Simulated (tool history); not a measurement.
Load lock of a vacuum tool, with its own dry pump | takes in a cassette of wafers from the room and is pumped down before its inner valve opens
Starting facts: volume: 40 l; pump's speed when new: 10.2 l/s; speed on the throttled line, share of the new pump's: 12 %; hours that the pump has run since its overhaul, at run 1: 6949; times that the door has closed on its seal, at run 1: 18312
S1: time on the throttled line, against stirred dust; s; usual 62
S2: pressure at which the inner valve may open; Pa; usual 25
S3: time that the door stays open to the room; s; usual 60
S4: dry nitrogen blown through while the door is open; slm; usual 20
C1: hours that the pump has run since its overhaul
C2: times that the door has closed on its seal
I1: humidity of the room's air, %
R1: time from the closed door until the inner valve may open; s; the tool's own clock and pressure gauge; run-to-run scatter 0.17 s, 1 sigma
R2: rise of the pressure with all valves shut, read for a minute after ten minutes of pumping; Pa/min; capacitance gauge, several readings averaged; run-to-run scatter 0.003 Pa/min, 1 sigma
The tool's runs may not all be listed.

{"run": 1, "hour": 0.0, "S1": 62, "S2": 25, "S3": 60, "S4": 20, "C1": 6949, "C2": 18312, "I1": 42.4, "R1": 89.6, "R2": 0.053}
{"run": 2, "hour": 104.0, "S1": 62, "S2": 25, "S3": 60, "S4": 20, "C1": 7053, "C2": 18746, "I1": 42.4, "R1": 89.3, "R2": 0.054}
{"run": 3, "hour": 194.1, "S1": 62, "S2": 25, "S3": 60, "S4": 20, "C1": 7143, "C2": 19122, "I1": 45.0, "R1": 89.4, "R2": 0.053}
{"run": 4, "hour": 275.7, "S1": 62, "S2": 25, "S3": 60, "S4": 20, "C1": 7225, "C2": 19462, "I1": 44.7, "R1": 89.1, "R2": 0.055}
{"run": 5, "hour": 353.8, "S1": 62, "S2": 20, "S3": 60, "S4": 20, "C1": 7303, "C2": 19788, "I1": 47.1, "R1": 90.3, "R2": 0.053}
{"run": 6, "hour": 520.3, "S1": 62, "S2": 25, "S3": 60, "S4": 20, "C1": 7469, "C2": 20483, "I1": 45.7, "R1": 89.7, "R2": 0.057}
{"run": 7, "hour": 670.0, "S1": 62, "S2": 25, "S3": 60, "S4": 20, "C1": 7619, "C2": 21108, "I1": 44.8, "R1": 89.8, "R2": 0.06}
{"run": 8, "hour": 741.6, "S1": 62, "S2": 25, "S3": 60, "S4": 20, "C1": 7691, "C2": 21407, "I1": 45.0, "R1": 89.7, "R2": 0.051}
{"run": 9, "hour": 814.7, "S1": 62, "S2": 25, "S3": 60, "S4": 20, "C1": 7764, "C2": 21712, "I1": 42.8, "R1": 89.7, "R2": 0.057}
{"run": 10, "hour": 974.2, "S1": 62, "S2": 25, "S3": 60, "S4": 10, "C1": 7923, "C2": 22378, "I1": 48.3, "R1": 89.8, "R2": 0.076}
{"run": 11, "hour": 1115.3, "S1": 62, "S2": 25, "S3": 60, "S4": 10, "C1": 8065, "C2": 22967, "I1": 41.9, "R1": 89.8, "R2": 0.069}
{"run": 12, "hour": 1201.3, "S1": 62, "S2": 25, "S3": 60, "S4": 10, "C1": 8151, "C2": 23326, "I1": 46.0, "R1": 90.0, "R2": 0.07}
{"run": 13, "hour": 1336.6, "S1": 62, "S2": 25, "S3": 60, "S4": 10, "C1": 8286, "C2": 23891, "I1": 41.5, "R1": 89.9, "R2": 0.065}
{"run": 14, "hour": 1413.1, "S1": 62, "S2": 25, "S3": 60, "S4": 8, "C1": 8362, "C2": 24210, "I1": 45.1, "R1": 89.9, "R2": 0.076}
{"run": 15, "hour": 1509.4, "S1": 62, "S2": 26, "S3": 60, "S4": 20, "C1": 8459, "C2": 24612, "I1": 44.8, "R1": 89.8, "R2": 0.07}
{"run": 16, "hour": 1583.5, "S1": 62, "S2": 32, "S3": 60, "S4": 22, "C1": 8533, "C2": 24921, "I1": 48.5, "R1": 89.1, "R2": 0.064}
{"run": 17, "hour": 1759.0, "S1": 71, "S2": 32, "S3": 60, "S4": 9, "C1": 8708, "C2": 25654, "I1": 43.6, "R1": 96.8, "R2": 0.075}
{"run": 18, "hour": 1888.7, "S1": 32, "S2": 32, "S3": 60, "S4": 9, "C1": 8838, "C2": 26195, "I1": 47.2, "R1": 62.9, "R2": 0.079}
{"run": 19, "hour": 2020.6, "S1": 116, "S2": 47, "S3": 28, "S4": 39, "C1": 8970, "C2": 26746, "I1": 43.5, "R1": 134.5, "R2": 0.047}
{"run": 20, "hour": 2096.2, "S1": 116, "S2": 47, "S3": 28, "S4": 39, "C1": 9045, "C2": 27061, "I1": 45.3, "R1": 134.3, "R2": 0.047}
{"run": 21, "hour": 2251.4, "S1": 116, "S2": 36, "S3": 28, "S4": 17, "C1": 9201, "C2": 27709, "I1": 47.4, "R1": 135.8, "R2": 0.059}
{"run": 22, "hour": 2330.3, "S1": 116, "S2": 36, "S3": 28, "S4": 17, "C1": 9280, "C2": 28039, "I1": 44.8, "R1": 135.7, "R2": 0.058}
{"run": 23, "hour": 2420.5, "S1": 31, "S2": 29, "S3": 80, "S4": 10, "C1": 9370, "C2": 28415, "I1": 46.2, "R1": 62.6, "R2": 0.096}
{"run": 24, "hour": 2501.2, "S1": 31, "S2": 29, "S3": 80, "S4": 10, "C1": 9450, "C2": 28752, "I1": 44.8, "R1": 62.7, "R2": 0.091}
{"run": 25, "hour": 2674.6, "S1": 62, "S2": 25, "S3": 78, "S4": 12, "C1": 9624, "C2": 29476, "I1": 46.4, "R1": 90.3, "R2": 0.088}
{"run": 26, "hour": 2840.5, "S1": 38, "S2": 25, "S3": 60, "S4": 18, "C1": 9790, "C2": 30168, "I1": 44.5, "R1": 69.6, "R2": 0.073}

Consider 5 possible next runs. They are alternatives, not a sequence: every one starts from the tool as it was left by run 26. What does each give?
{"run": "A", "hour": 2931.4, "S1": 62, "S2": 25, "S3": 60, "S4": 23, "C1": 9881, "C2": 30548, "I1": 47.5, "R1": "?", "R2": "?"}
{"run": "B", "hour": 2931.4, "S1": 51, "S2": 25, "S3": 47, "S4": 20, "C1": 9881, "C2": 30548, "I1": 43.1, "R1": "?", "R2": "?"}
{"run": "C", "hour": 2931.4, "S1": 62, "S2": 36, "S3": 42, "S4": 20, "C1": 9881, "C2": 30548, "I1": 43.2, "R1": "?", "R2": "?"}
{"run": "D", "hour": 2931.4, "S1": 122, "S2": 25, "S3": 60, "S4": 18, "C1": 9881, "C2": 30548, "I1": 44.8, "R1": "?", "R2": "?"}
{"run": "E", "hour": 2931.4, "S1": 33, "S2": 25, "S3": 79, "S4": 18, "C1": 9881, "C2": 30548, "I1": 42.4, "R1": "?", "R2": "?"}

run=A R1=90.3 R2=0.075
run=B R1=81.0 R2=0.065
run=C R1=88.8 R2=0.067
run=D R1=142.5 R2=0.076
run=E R1=65.0 R2=0.080
Stripped of hidden state, with their random variation kept, the same runs would have yielded:
run=A R1=87.2 R2=0.030
run=B R1=77.7 R2=0.021
run=C R1=85.9 R2=0.022
run=D R1=140.3 R2=0.032
run=E R1=61.4 R2=0.037
